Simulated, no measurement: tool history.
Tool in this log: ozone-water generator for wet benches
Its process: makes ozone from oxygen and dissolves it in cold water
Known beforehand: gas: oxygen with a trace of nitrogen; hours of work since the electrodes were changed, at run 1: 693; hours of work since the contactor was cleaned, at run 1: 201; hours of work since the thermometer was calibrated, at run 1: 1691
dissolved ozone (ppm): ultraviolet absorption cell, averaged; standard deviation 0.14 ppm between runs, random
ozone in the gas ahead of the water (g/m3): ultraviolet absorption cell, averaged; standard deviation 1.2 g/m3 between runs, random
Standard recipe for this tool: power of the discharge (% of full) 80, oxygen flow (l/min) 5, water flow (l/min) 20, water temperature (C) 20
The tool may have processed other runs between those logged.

run,hour,power of the discharge (% of full),oxygen flow (l/min),water flow (l/min),water temperature (C),hours of work since the electrodes were changed,hours of work since the contactor was cleaned,hours of work since the thermometer was calibrated,dissolved ozone (ppm),ozone in the gas ahead of the water (g/m3)
1,0,80,5,20,20,693,201,1691,16.1,209.3
2,25.6,80,5,20,20,717,225,1714,16,209.5
3,71,80,5,20,20,759,266,1756,16.2,208.2
4,119.7,80,5,20,20,803,311,1801,16.2,209.9
5,170.3,80,5,12,20,850,358,1848,22.6,206
6,196.1,80,5,20,19,874,382,1871,16.4,207.7
7,237.5,99,5,20,20,912,420,1909,19,248.2
8,284.9,80,7.02,20,20,955,463,1953,16,174.3
9,312.9,49,5,20,20,981,489,1979,10.5,138.9
10,357.1,49,5,20,20,1022,530,2020,10.8,138.5
11,398.4,80,5,20,20,1060,568,2058,15.9,208
12,432.9,80,5,20,20,1092,599,2089,15.8,206.6
13,474.1,80,5,20,20,1130,637,2127,15.8,203.4
14,511.7,80,5,20,20,1164,672,2162,15.7,206.4
15,561.5,80,5,20,20,1210,718,2208,16.1,206.3
16,586.5,80,5,20,20,1233,741,2231,15.9,206.5
17,617.1,76,5.77,13,17,1261,769,2259,21.1,180.7
18,667.5,44,5.77,13,24,1308,815,2305,11.9,116
19,701.7,68,3.97,23,23,1339,847,2337,11.8,204.7
20,725.2,68,3.97,23,23,1361,869,2358,11.8,201.7
# hour 729.4: water thermometer calibrated
21,769.3,68,3.97,19,13,1401,909,37,15.2,203.2
22,816.2,80,3.12,23,22,1444,952,80,13,262.3
23,860.9,80,8,19,21,1485,993,121,15.4,160.3
24,888.8,83,8,20,13,1511,1019,147,17.9,163.9
25,914.8,80,3.58,14,20,1535,1043,171,20.1,242.2
26,948.7,80,3.58,14,20,1566,1074,202,20,242.2
# hour 952.2: water thermometer calibrated, once more
27,982.1,80,3.58,14,20,1596,1104,28,20.3,241.7
28,1006.1,80,5,18,20,1618,1126,50,16.7,204.2
29,1050.7,80,3.09,20,17,1659,1167,91,15.4,261.2
30,1085.5,80,3.09,20,17,1691,1199,123,15.3,263.1
31,1113.8,80,4.85,20,17,1718,1225,149,16,204.7
32,1134.5,44,4.85,25,12,1737,1244,168,8.8,126.4

Below are 5 alternative next runs, each starting from the tool's condition after run 32. Predict each:
A,1162.9,50,4.85,17,12,1763,1270,194,?,?
B,1162.9,80,3.04,19,20,1763,1270,194,?,?
C,1162.9,44,4.85,25,28,1763,1270,194,?,?
D,1162.9,49,5,20,24,1763,1270,194,?,?
E,1162.9,87,4.85,25,12,1763,1270,194,?,?

run,dissolved ozone (ppm),ozone in the gas ahead of the water (g/m3)
A,13.6,139.2
B,15.4,263.3
C,7.6,127.6
D,10,135.8
E,15.3,221.4
With the hidden condition removed and each run's random variation left untouched, the same runs would have given:
run,dissolved ozone (ppm),ozone in the gas ahead of the water (g/m3)
A,14.4,144.1
B,16.7,277.5
C,8,131.4
D,10.6,140.4
E,16.5,234.1
